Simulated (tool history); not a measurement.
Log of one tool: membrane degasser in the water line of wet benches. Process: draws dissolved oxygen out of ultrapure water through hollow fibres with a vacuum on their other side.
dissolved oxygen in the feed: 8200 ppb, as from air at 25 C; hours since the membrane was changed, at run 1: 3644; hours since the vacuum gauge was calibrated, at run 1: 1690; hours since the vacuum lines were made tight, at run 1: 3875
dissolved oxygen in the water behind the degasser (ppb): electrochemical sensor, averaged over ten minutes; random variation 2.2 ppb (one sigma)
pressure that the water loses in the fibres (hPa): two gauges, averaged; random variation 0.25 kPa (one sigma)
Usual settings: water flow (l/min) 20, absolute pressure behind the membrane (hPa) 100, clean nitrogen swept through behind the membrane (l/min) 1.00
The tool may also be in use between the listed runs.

run	day	water flow (l/min)	absolute pressure behind the membrane (hPa)	clean nitrogen swept through behind the membrane (l/min)	hours since the membrane was changed	hours since the vacuum gauge was calibrated	hours since the vacuum lines were made tight	dissolved oxygen in the water behind the degasser (ppb)	pressure that the water loses in the fibres (hPa)
1	0.000	20	100	1.00	3644	1690	3875	335.7	687.4
2	3.429	20	100	1.00	3727	1772	3957	336.4	684.6
3	6.667	20	100	1.00	3804	1850	4035	332.7	687.4
4	11.658	20	100	1.00	3924	1970	4155	333.3	685.5
5	18.592	20	100	1.00	4091	2136	4321	335.2	686.7
6	22.450	20	100	1.00	4183	2229	4414	338.2	690.1
7	29.033	20	100	1.00	4341	2387	4572	338.3	688.9
8	32.025	25	100	1.00	4413	2459	4644	443.7	859.4
9	35.500	20	100	0.76	4496	2542	4727	420.2	687.5
10	38.796	20	150	1.00	4575	2621	4806	549.1	694.6
11	44.929	20	100	1.91	4723	2768	4953	206.7	692.7
12	50.975	20	100	2.83	4868	2914	5098	156.4	695.5
13	57.754	20	100	0.83	5030	3076	5261	393.0	696.6
14	61.638	20	100	0.83	5124	3169	5354	394.7	695.2
15	67.529	20	65	0.83	5265	3311	5496	221.9	689.9
16	72.767	20	100	1.94	5391	3436	5621	207.5	692.5
17	76.962	20	80	0.70	5491	3537	5722	333.0	693.8
# day 77.275: vacuum gauge calibrated
18	83.104	20	117	1.60	5638	140	5869	275.8	698.6
19	89.000	20	117	1.60	5780	281	6011	282.9	700.4
# day 90.204: seals of the vacuum lines changed
20	95.696	20	67	2.64	5939	440	132	100.3	700.5
21	99.283	20	67	0.51	6025	526	218	303.5	699.5
22	104.071	18	185	0.69	6139	641	333	809.5	626.7
23	107.788	17	100	0.60	6229	730	422	410.6	593.8
24	111.892	23	158	0.60	6327	829	520	947.4	801.2
25	118.700	25	183	1.00	6491	992	684	820.9	878.4
26	125.908	25	62	1.00	6664	1165	857	252.2	875.4
27	130.279	25	62	1.00	6769	1270	962	249.1	878.1
28	136.696	20	100	1.35	6923	1424	1116	267.1	700.3
29	139.629	29	74	1.00	6993	1494	1186	401.8	1016.7
30	145.104	16	96	1.12	7124	1626	1318	222.8	563.6
31	149.171	16	96	1.12	7222	1724	1415	224.1	563.5

Some steps in dissolved oxygen in the water behind the degasser (ppb) between neighbouring runs. How much of each would the tool show without its hidden state too (settings, what came in, random variation), and how much is left for the hidden state, with any gauge scatter that isn't in both results?
The hidden state here: membrane still open, %; true pressure behind the membrane over the reading, kPa; air that leaks in behind the membrane, l/min; drift of the gauge itself on oxygen_ppb, %; drift of the gauge itself on loss_of_pressure_kpa, %.
Run 17 -> 18: absolute pressure behind the membrane (hPa) 80 -> 117, clean nitrogen swept through behind the membrane (l/min) 0.70 -> 1.60, vacuum gauge calibrated. dissolved oxygen in the water behind the degasser (ppb) -57.2: hidden state -15.4, all else -41.8.
Run 21 -> 22: water flow (l/min) 20 -> 18, absolute pressure behind the membrane (hPa) 67 -> 185, clean nitrogen swept through behind the membrane (l/min) 0.51 -> 0.69. dissolved oxygen in the water behind the degasser (ppb) +506.0: hidden state -2.2, all else +508.2.
Run 23 -> 24: water flow (l/min) 17 -> 23, absolute pressure behind the membrane (hPa) 100 -> 158. dissolved oxygen in the water behind the degasser (ppb) +536.8: hidden state +7.2, all else +529.6.
Run 25 -> 26: absolute pressure behind the membrane (hPa) 183 -> 62. dissolved oxygen in the water behind the degasser (ppb) -568.7: hidden state +3.4, all else -572.1.
Run 28 -> 29: water flow (l/min) 20 -> 29, absolute pressure behind the membrane (hPa) 100 -> 74, clean nitrogen swept through behind the membrane (l/min) 1.35 -> 1.00. dissolved oxygen in the water behind the degasser (ppb) +134.7: hidden state +19.1, all else +115.6.
Run 29 -> 30: water flow (l/min) 29 -> 16, absolute pressure behind the membrane (hPa) 74 -> 96, clean nitrogen swept through behind the membrane (l/min) 1.00 -> 1.12. dissolved oxygen in the water behind the degasser (ppb) -179.0: hidden state -23.1, all else -155.9.
